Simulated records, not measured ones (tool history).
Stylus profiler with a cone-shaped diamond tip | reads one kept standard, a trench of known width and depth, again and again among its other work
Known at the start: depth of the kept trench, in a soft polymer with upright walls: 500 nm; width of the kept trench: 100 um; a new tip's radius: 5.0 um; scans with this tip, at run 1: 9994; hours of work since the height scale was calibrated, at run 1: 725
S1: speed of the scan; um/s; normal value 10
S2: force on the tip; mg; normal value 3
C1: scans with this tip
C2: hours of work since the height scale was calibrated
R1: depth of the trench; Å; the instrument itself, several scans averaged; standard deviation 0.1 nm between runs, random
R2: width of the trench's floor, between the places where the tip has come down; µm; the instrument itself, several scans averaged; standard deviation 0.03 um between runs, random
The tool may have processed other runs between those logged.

Run 1, hour 0: usual settings; C1 9994; C2 725. Result: R1 5078 Å, R2 95.6 µm.
At hour 20.9: new tip fitted, height scale calibrated.
Run 2, hour 21.8: usual settings but S1 9 um/s; C1 7; C2 1. Result: R1 5078.4 Å, R2 95.58 µm.
Run 3, hour 37.8: usual settings but S2 1.23 mg; C1 136; C2 10. Result: R1 5044.5 Å, R2 95.62 µm.
Run 4, hour 47.1: usual settings; C1 210; C2 15. Result: R1 5079.2 Å, R2 95.64 µm.
Run 5, hour 62.1: usual settings; C1 331; C2 24. Result: R1 5079.4 Å, R2 95.58 µm.
Run 6, hour 75.3: usual settings; C1 437; C2 32. Result: R1 5079.3 Å, R2 95.61 µm.
Run 7, hour 85: usual settings; C1 515; C2 37. Result: R1 5077.6 Å, R2 95.62 µm.
Run 8, hour 101.5: usual settings; C1 648; C2 47. Result: R1 5079.1 Å, R2 95.58 µm.
Run 9, hour 109.9: usual settings but S1 3 um/s; C1 715; C2 52. Result: R1 5078.8 Å, R2 95.63 µm.
Run 10, hour 125.8: usual settings but S1 3 um/s; C1 843; C2 61. Result: R1 5077.9 Å, R2 95.65 µm.
Run 11, hour 143.1: usual settings but S1 6 um/s, S2 3.65 mg; C1 982; C2 71. Result: R1 5089.5 Å, R2 95.66 µm.
Run 12, hour 162.1: usual settings but S1 6 um/s, S2 3.65 mg; C1 1135; C2 82. Result: R1 5089.8 Å, R2 95.61 µm.
Run 13, hour 177.5: usual settings but S1 6 um/s, S2 3.65 mg; C1 1260; C2 91. Result: R1 5089.7 Å, R2 95.65 µm.
Run 14, hour 192: usual settings but S1 4 um/s, S2 1.36 mg; C1 1376; C2 100. Result: R1 5046.9 Å, R2 95.62 µm.
Run 15, hour 208: usual settings but S1 31 um/s, S2 5.45 mg; C1 1504; C2 109. Result: R1 5118.5 Å, R2 95.59 µm.
Run 16, hour 219.6: usual settings but S1 3 um/s, S2 6.65 mg; C1 1598; C2 116. Result: R1 5132.7 Å, R2 95.64 µm.
Run 17, hour 235.2: usual settings but S1 26 um/s, S2 2.75 mg; C1 1723; C2 125. Result: R1 5074.8 Å, R2 95.6 µm.
Run 18, hour 253.7: usual settings but S1 18 um/s, S2 3.76 mg; C1 1872; C2 136. Result: R1 5091 Å, R2 95.62 µm.
Run 19, hour 265.5: usual settings but S1 4 um/s, S2 5.9 mg; C1 1967; C2 143. Result: R1 5125.7 Å, R2 95.61 µm.
Run 20, hour 283.3: usual settings but S1 4 um/s, S2 5.9 mg; C1 2110; C2 153. Result: R1 5123.6 Å, R2 95.63 µm.

Alternative continuations, all from the tool just after run 20; predict every row:
Run A, hour 300.8: usual settings but S1 20 um/s, S2 1.3 mg; C1 2251; C2 163. Result: R1 ?, R2 ?.
Run B, hour 300.8: usual settings but S1 6 um/s; C1 2251; C2 163. Result: R1 ?, R2 ?.
Run C, hour 300.8: usual settings but S1 4 um/s, S2 2.14 mg; C1 2251; C2 163. Result: R1 ?, R2 ?.
Run D, hour 300.8: usual settings but S1 4 um/s, S2 3.97 mg; C1 2251; C2 163. Result: R1 ?, R2 ?.
Run E, hour 300.8: usual settings but S2 1.77 mg; C1 2251; C2 163. Result: R1 ?, R2 ?.

run      R1     R2
  A  5046.1  95.55
  B  5077.1  95.58
  C  5062.8   95.6
  D  5094.1  95.66
  E  5057.1  95.58
Had the tool no hidden state, the same runs would have come out as:
run      R1     R2
  A  5046.1  95.56
  B  5077.1  95.59
  C  5062.8  95.61
  D  5094.1  95.67
  E  5057.1  95.59

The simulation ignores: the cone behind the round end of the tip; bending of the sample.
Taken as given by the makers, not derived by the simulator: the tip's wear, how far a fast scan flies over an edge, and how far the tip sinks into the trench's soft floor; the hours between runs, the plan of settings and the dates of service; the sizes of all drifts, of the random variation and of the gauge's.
